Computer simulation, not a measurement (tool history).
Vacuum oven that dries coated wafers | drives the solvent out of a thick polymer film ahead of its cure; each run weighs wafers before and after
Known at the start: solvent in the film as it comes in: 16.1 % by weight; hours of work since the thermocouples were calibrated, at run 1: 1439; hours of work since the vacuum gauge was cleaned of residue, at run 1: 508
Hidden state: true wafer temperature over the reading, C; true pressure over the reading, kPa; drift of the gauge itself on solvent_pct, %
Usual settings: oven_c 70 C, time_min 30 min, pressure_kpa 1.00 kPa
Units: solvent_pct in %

run    hour  oven_c  time_min  pressure_kpa  hours of work since the thermocouples were calibrated  hours of work since the vacuum gauge was cleaned of residue  solvent_pct
  1     0.0      70        30          1.00                                                   1439                                                          508         3.43
  2    55.3      70        30          1.00                                                   1468                                                          537         3.41
  3   152.0      76        30          1.00                                                   1519                                                          587         2.07
  4   219.0      70        30          1.00                                                   1554                                                          622         3.57
  5   278.4      70        30          1.00                                                   1585                                                          654         3.62
  6   349.7      70        30          1.00                                                   1622                                                          691         3.64
  7   463.0      70        26          1.00                                                   1681                                                          750         4.28
      528.1  -- oven's thermocouples calibrated
  8   557.5      59        30          1.00                                                     15                                                          799         6.90
  9   640.3      59        22          0.55                                                     59                                                          842         7.53
 10   741.4      70        16          1.00                                                    112                                                          895         4.88
 11   838.7      77        37          2.35                                                    162                                                          946         3.14
 12   957.1      82        21          1.29                                                    224                                                         1008         1.52
 13  1013.5      68        18          3.79                                                    254                                                         1037         9.35
 14  1136.7      59        22          2.27                                                    318                                                         1102        10.61
 15  1216.1      59        26          0.52                                                    360                                                         1143         7.10
 16  1275.9      73        51          3.07                                                    391                                                         1174         5.05

Forecast each of these 5 alternatives for the next run:
  A  1385.5      83        25          1.75                                                    449                                                         1232            ?
  B  1385.5      70        33          0.91                                                    449                                                         1232            ?
  C  1385.5      73        30          0.87                                                    449                                                         1232            ?
  D  1385.5      56        51          3.07                                                    449                                                         1232            ?
  E  1385.5      70        30          1.18                                                    449                                                         1232            ?

run  solvent_pct
  A         2.06
  B         2.89
  C         2.18
  D        12.17
  E         3.40
Without the tool's hidden state the same runs would have given:
run  solvent_pct
  A         1.71
  B         2.20
  C         1.60
  D        10.94
  E         2.68
